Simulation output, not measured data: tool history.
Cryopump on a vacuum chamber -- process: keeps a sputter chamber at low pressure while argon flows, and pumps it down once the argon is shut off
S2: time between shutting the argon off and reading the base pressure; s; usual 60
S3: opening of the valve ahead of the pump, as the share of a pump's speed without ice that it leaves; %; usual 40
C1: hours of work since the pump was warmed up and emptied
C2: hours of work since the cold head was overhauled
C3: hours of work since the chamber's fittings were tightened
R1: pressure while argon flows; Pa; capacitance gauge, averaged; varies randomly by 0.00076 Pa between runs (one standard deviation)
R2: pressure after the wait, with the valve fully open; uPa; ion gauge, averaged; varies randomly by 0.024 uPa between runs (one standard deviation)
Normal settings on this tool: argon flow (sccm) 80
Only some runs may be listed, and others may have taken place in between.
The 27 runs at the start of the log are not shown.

Run 28, day 52.738: usual settings but argon flow (sccm) 158, S2 24 s; C1 275; C2 2515; C3 924. Result: R1 0.2978 Pa, R2 3.21 uPa.
Run 29, day 54.750: usual settings but argon flow (sccm) 158, S2 24 s; C1 308; C2 2548; C3 957. Result: R1 0.3005 Pa, R2 3.28 uPa.
Run 30, day 56.929: usual settings but argon flow (sccm) 158, S2 24 s; C1 343; C2 2584; C3 993. Result: R1 0.3015 Pa, R2 3.47 uPa.
Run 31, day 58.788: usual settings but argon flow (sccm) 158, S2 24 s; C1 374; C2 2614; C3 1023. Result: R1 0.3043 Pa, R2 3.47 uPa.
Run 32, day 60.425: usual settings but argon flow (sccm) 158, S2 24 s; C1 400; C2 2641; C3 1050. Result: R1 0.3057 Pa, R2 3.54 uPa.
Run 33, day 61.996: usual settings but argon flow (sccm) 96, S2 37 s, S3 30 %; C1 426; C2 2666; C3 1075. Result: R1 0.2444 Pa, R2 3.00 uPa.
Run 34, day 64.062: usual settings but argon flow (sccm) 63, S2 56 s, S3 19 %; C1 460; C2 2700; C3 1109. Result: R1 0.2459 Pa, R2 2.64 uPa.
Run 35, day 65.254: usual settings but argon flow (sccm) 63, S2 56 s, S3 19 %; C1 479; C2 2720; C3 1129. Result: R1 0.2493 Pa, R2 2.69 uPa.

Predict each of these 3 candidate next runs independently; none follows another, all start after run 35:
Run A, day 67.517: usual settings but S2 40 s; C1 516; C2 2756; C3 1165. Result: R1 ?, R2 ?.
Run B, day 67.517: usual settings but S2 114 s; C1 516; C2 2756; C3 1165. Result: R1 ?, R2 ?.
Run C, day 67.517: usual settings but argon flow (sccm) 69, S2 174 s, S3 17 %; C1 516; C2 2756; C3 1165. Result: R1 ?, R2 ?.

run      R1    R2
  A  0.1587  3.15
  B  0.1597  2.40
  C  0.3009  2.25
Without the tool's hidden state the same runs would have given:
run      R1    R2
  A  0.1409  1.20
  B  0.1418  0.47
  C  0.2857  0.35

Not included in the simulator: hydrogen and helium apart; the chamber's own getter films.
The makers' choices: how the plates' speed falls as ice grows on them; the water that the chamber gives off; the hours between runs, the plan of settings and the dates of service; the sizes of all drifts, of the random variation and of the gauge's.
